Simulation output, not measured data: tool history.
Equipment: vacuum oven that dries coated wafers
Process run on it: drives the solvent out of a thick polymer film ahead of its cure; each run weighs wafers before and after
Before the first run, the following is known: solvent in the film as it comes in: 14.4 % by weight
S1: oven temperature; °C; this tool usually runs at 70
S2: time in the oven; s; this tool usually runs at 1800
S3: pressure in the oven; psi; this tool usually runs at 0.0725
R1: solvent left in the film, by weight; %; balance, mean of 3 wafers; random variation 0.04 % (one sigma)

{"run": 1, "hour": 0.0, "S1": 70, "S2": 1800, "S3": 0.0725, "R1": 1.16}
{"run": 2, "hour": 26.5, "S1": 70, "S2": 1800, "S3": 0.0725, "R1": 1.2}
{"run": 3, "hour": 55.5, "S1": 70, "S2": 1800, "S3": 0.0725, "R1": 1.21}
{"run": 4, "hour": 86.6, "S1": 70, "S2": 1800, "S3": 0.0725, "R1": 1.24}
{"run": 5, "hour": 124.0, "S1": 70, "S2": 1800, "S3": 0.212, "R1": 2.17}
{"run": 6, "hour": 147.4, "S1": 77, "S2": 1800, "S3": 0.212, "R1": 1.29}
{"run": 7, "hour": 183.8, "S1": 77, "S2": 1800, "S3": 0.212, "R1": 1.25}
{"run": 8, "hour": 221.1, "S1": 70, "S2": 1800, "S3": 0.0819, "R1": 1.26}
{"run": 9, "hour": 259.4, "S1": 59, "S2": 1800, "S3": 0.0819, "R1": 4.04}
{"run": 10, "hour": 278.6, "S1": 59, "S2": 1800, "S3": 0.0819, "R1": 4.07}
{"run": 11, "hour": 308.3, "S1": 59, "S2": 1800, "S3": 0.171, "R1": 4.86}
{"run": 12, "hour": 328.4, "S1": 59, "S2": 1800, "S3": 0.171, "R1": 4.97}
{"run": 13, "hour": 348.0, "S1": 59, "S2": 1800, "S3": 0.171, "R1": 4.83}
{"run": 14, "hour": 390.3, "S1": 59, "S2": 1800, "S3": 0.171, "R1": 4.85}
{"run": 15, "hour": 412.0, "S1": 59, "S2": 1800, "S3": 0.171, "R1": 4.85}
{"run": 16, "hour": 443.5, "S1": 59, "S2": 1800, "S3": 0.171, "R1": 4.85}
{"run": 17, "hour": 480.5, "S1": 59, "S2": 1800, "S3": 0.171, "R1": 4.9}
{"run": 18, "hour": 504.6, "S1": 59, "S2": 1320, "S3": 0.171, "R1": 6}
{"run": 19, "hour": 537.0, "S1": 59, "S2": 1320, "S3": 0.171, "R1": 5.98}
{"run": 20, "hour": 558.4, "S1": 70, "S2": 2580, "S3": 0.0725, "R1": 0.69}
{"run": 21, "hour": 589.0, "S1": 70, "S2": 1800, "S3": 0.2315, "R1": 2.31}
{"run": 22, "hour": 621.2, "S1": 62, "S2": 1440, "S3": 0.1302, "R1": 4.34}
{"run": 23, "hour": 641.4, "S1": 65, "S2": 1320, "S3": 0.0725, "R1": 3.22}
{"run": 24, "hour": 664.7, "S1": 57, "S2": 1020, "S3": 0.0725, "R1": 6.91}
{"run": 25, "hour": 684.4, "S1": 65, "S2": 2160, "S3": 0.0674, "R1": 1.58}
{"run": 26, "hour": 728.7, "S1": 63, "S2": 900, "S3": 0.0663, "R1": 5.4}
{"run": 27, "hour": 748.0, "S1": 79, "S2": 1020, "S3": 0.1703, "R1": 1.4}
{"run": 28, "hour": 781.4, "S1": 77, "S2": 1020, "S3": 0.0435, "R1": 1.05}
{"run": 29, "hour": 812.3, "S1": 70, "S2": 900, "S3": 0.0725, "R1": 3.31}
{"run": 30, "hour": 838.1, "S1": 70, "S2": 900, "S3": 0.0725, "R1": 3.22}
{"run": 31, "hour": 877.2, "S1": 70, "S2": 1800, "S3": 0.0854, "R1": 1.26}
{"run": 32, "hour": 899.8, "S1": 70, "S2": 1080, "S3": 0.0687, "R1": 2.6}
{"run": 33, "hour": 936.1, "S1": 70, "S2": 2160, "S3": 0.0567, "R1": 0.83}
{"run": 34, "hour": 981.0, "S1": 70, "S2": 960, "S3": 0.1539, "R1": 3.43}
{"run": 35, "hour": 1001.5, "S1": 57, "S2": 1020, "S3": 0.2031, "R1": 7.78}
{"run": 36, "hour": 1038.7, "S1": 57, "S2": 1020, "S3": 0.2031, "R1": 7.85}
{"run": 37, "hour": 1064.1, "S1": 57, "S2": 1020, "S3": 0.2031, "R1": 7.89}
{"run": 38, "hour": 1100.2, "S1": 70, "S2": 1320, "S3": 0.0725, "R1": 1.86}
{"run": 39, "hour": 1120.4, "S1": 69, "S2": 2760, "S3": 0.049, "R1": 0.63}
{"run": 40, "hour": 1159.7, "S1": 74, "S2": 1800, "S3": 0.0891, "R1": 0.91}
{"run": 41, "hour": 1184.7, "S1": 74, "S2": 1800, "S3": 0.0891, "R1": 0.8}
{"run": 42, "hour": 1205.9, "S1": 77, "S2": 1800, "S3": 0.0535, "R1": 0.41}

Here are 5 independent what-if runs from the current tool condition. What would each one return?
{"run": "A", "hour": 1232.5, "S1": 77, "S2": 2160, "S3": 0.0535, "R1": "?"}
{"run": "B", "hour": 1232.5, "S1": 76, "S2": 1620, "S3": 0.0629, "R1": "?"}
{"run": "C", "hour": 1232.5, "S1": 59, "S2": 2760, "S3": 0.0448, "R1": "?"}
{"run": "D", "hour": 1232.5, "S1": 59, "S2": 2760, "S3": 0.0709, "R1": "?"}
{"run": "E", "hour": 1232.5, "S1": 67, "S2": 1800, "S3": 0.0725, "R1": "?"}

run=A R1=0.31
run=B R1=0.59
run=C R1=2.11
run=D R1=2.45
run=E R1=1.7
Without the tool's unlogged condition, the same runs would have read:
run=A R1=0.31
run=B R1=0.59
run=C R1=2.11
run=D R1=2.44
run=E R1=1.7
